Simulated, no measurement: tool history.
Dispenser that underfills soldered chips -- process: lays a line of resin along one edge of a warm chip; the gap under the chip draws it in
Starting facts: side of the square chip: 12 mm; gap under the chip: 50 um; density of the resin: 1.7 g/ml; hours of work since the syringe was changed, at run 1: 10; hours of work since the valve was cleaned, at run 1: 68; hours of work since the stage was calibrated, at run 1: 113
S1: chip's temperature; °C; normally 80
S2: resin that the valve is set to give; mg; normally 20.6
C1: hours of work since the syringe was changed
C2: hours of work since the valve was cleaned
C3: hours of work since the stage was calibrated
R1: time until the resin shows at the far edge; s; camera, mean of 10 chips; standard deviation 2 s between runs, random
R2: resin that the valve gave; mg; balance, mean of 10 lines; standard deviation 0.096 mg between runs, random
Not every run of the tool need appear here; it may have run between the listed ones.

run,day,S1,S2,C1,C2,C3,R1,R2
1,0,80,20.6,10,68,113,339.9,19.53
# day 0.079: new syringe of resin
2,0.096,80,24.5,0,69,114,190.2,23.1
3,0.221,89,24.5,2,71,116,143.3,23.25
4,0.354,82,24.5,4,73,118,225.7,23.27
5,0.538,67,20.6,7,76,121,573,19.39
6,0.65,70,17.5,9,78,123,567.7,16.63
# day 0.75: new syringe of resin
7,0.754,68,17.5,0,80,125,359.4,16.55
8,0.862,68,19.6,2,82,126,394,18.47
9,0.996,86,20.6,4,84,129,188.7,19.33
10,1.108,91,20.6,6,86,131,162.9,19.13

Forecast each of these 4 alternatives for the next run:
A,1.242,94,20.5,8,88,133,?,?
B,1.242,76,19.8,8,88,133,?,?
C,1.242,95,19.3,8,88,133,?,?
D,1.242,84,20.6,8,88,133,?,?

run,R1,R2
A,168.1,19
B,375.2,18.77
C,159,17.93
D,257.8,19.35
Take away the tool's hidden state, keep each run's random variation, and the runs would have read:
run,R1,R2
A,103.8,20.33
B,232.1,20.07
C,98,19.18
D,159.3,20.69
